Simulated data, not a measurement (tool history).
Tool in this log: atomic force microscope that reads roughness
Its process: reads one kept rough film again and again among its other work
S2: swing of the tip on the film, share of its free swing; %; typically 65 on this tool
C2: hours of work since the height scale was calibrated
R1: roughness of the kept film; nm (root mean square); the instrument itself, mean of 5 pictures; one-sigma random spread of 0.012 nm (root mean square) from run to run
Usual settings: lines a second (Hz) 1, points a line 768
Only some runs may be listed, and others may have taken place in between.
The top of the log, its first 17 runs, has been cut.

At day 20.458: height scale calibrated on a step standard, once more.
At day 20.667: new tip fitted.
Run 18, day 20.667: usual settings but lines a second (Hz) 3.48; pictures with this tip 0; C2 2. Result: R1 2.584 nm (root mean square).
Run 19, day 22.196: usual settings but points a line 258; pictures with this tip 52; C2 20. Result: R1 2.529 nm (root mean square).
Run 20, day 22.896: usual settings but S2 61 %, points a line 597; pictures with this tip 77; C2 29. Result: R1 2.546 nm (root mean square).
Run 21, day 24.029: usual settings but lines a second (Hz) 2.94, S2 56 %, points a line 381; pictures with this tip 116; C2 42. Result: R1 2.264 nm (root mean square).
Run 22, day 25.171: usual settings but S2 85 %; pictures with this tip 155; C2 56. Result: R1 2.05 nm (root mean square).
Run 23, day 26.579: usual settings but lines a second (Hz) 1.41, S2 85 %; pictures with this tip 204; C2 73. Result: R1 1.831 nm (root mean square).
Run 24, day 27.229: usual settings but lines a second (Hz) 1.41, S2 85 %; pictures with this tip 226; C2 81. Result: R1 1.773 nm (root mean square).
At day 27.775: new tip fitted.
Run 25, day 28.667: usual settings but lines a second (Hz) 1.41, S2 85 %; pictures with this tip 31; C2 98. Result: R1 2.38 nm (root mean square).
Run 26, day 29.871: usual settings but lines a second (Hz) 0.52; pictures with this tip 72; C2 112. Result: R1 2.588 nm (root mean square).
Run 27, day 30.783: usual settings but lines a second (Hz) 0.52; pictures with this tip 104; C2 123. Result: R1 2.46 nm (root mean square).
Run 28, day 32.012: usual settings but lines a second (Hz) 0.52; pictures with this tip 146; C2 138. Result: R1 2.304 nm (root mean square).
Run 29, day 33.542: usual settings but lines a second (Hz) 1.78, S2 80 %, points a line 821; pictures with this tip 199; C2 156. Result: R1 1.831 nm (root mean square).

Run 30, settings as shown, results not yet in. Your forecast:
At day 34.917: new tip fitted.
Run 30, day 35.083: usual settings but S2 67 %, points a line 944; pictures with this tip 6; C2 174. Result: R1 ?.

R1: 2.83 nm (root mean square)
Without the tool's hidden state the same run would have given R1 2.906 nm (root mean square).
